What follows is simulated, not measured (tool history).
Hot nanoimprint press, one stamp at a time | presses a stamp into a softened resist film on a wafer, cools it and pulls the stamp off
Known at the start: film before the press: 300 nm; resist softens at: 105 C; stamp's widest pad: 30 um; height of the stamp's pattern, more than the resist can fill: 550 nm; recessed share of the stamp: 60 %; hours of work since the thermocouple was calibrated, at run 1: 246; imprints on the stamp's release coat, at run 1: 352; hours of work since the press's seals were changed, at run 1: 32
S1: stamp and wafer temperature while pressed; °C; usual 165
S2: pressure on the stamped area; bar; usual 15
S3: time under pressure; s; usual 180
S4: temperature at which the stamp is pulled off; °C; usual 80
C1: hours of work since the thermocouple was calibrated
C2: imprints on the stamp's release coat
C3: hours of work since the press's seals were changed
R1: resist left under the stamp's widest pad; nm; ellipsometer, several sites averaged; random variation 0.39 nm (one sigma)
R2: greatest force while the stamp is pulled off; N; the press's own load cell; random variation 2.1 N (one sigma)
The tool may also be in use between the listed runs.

run,hour,S1,S2,S3,S4,C1,C2,C3,R1,R2
1,0,165,15,180,80,246,352,32,123.8,176
2,16.3,165,15,180,80,259,435,45,123.2,174
3,27.9,165,15,294,80,267,494,54,101.6,177
4,40,165,15,294,80,277,556,63,102.5,179
# hour 50.8: stamp cleaned and given a new release coat
5,57.4,165,15,294,80,286,34,72,102.6,164
6,76.3,165,15,180,80,300,130,86,122.6,165
7,88.3,165,15,180,80,309,192,96,122.5,170
8,103.1,165,15,180,80,321,267,107,122.4,172
9,115.3,153,9,180,80,330,329,116,252.7,172
10,123.1,165,15,180,68,336,369,122,122.3,229
11,137.5,165,15,180,73,347,443,133,122.9,204
12,151.1,154,13.5,215,84,357,512,144,212.1,162
# hour 170.4: stamp cleaned and given a new release coat
13,173.3,154,13.5,215,84,370,15,156,213.3,146
14,192.5,165,15,224,80,385,112,171,112.4,167
# hour 200.8: plate thermocouple calibrated
15,208.9,173,11.4,312,82,6,181,181,75.1,163

5 ways to go on from here, each from the tool as it stands after run 15. What would each give?
A,224.4,170,10.9,312,67,18,260,193,?,?
B,224.4,170,15,93,69,18,260,193,?,?
C,224.4,176,11.4,271,71,18,260,193,?,?
D,224.4,153,21.7,312,73,18,260,193,?,?
E,224.4,160,20.7,180,80,18,260,193,?,?

run,R1,R2
A,91,231
B,122.6,218
C,67.9,211
D,175.1,203
E,143.5,169
Without the tool's hidden state the same runs would have given:
run,R1,R2
A,91.4,221
B,123,208
C,68.2,201
D,175.8,194
E,144.1,161

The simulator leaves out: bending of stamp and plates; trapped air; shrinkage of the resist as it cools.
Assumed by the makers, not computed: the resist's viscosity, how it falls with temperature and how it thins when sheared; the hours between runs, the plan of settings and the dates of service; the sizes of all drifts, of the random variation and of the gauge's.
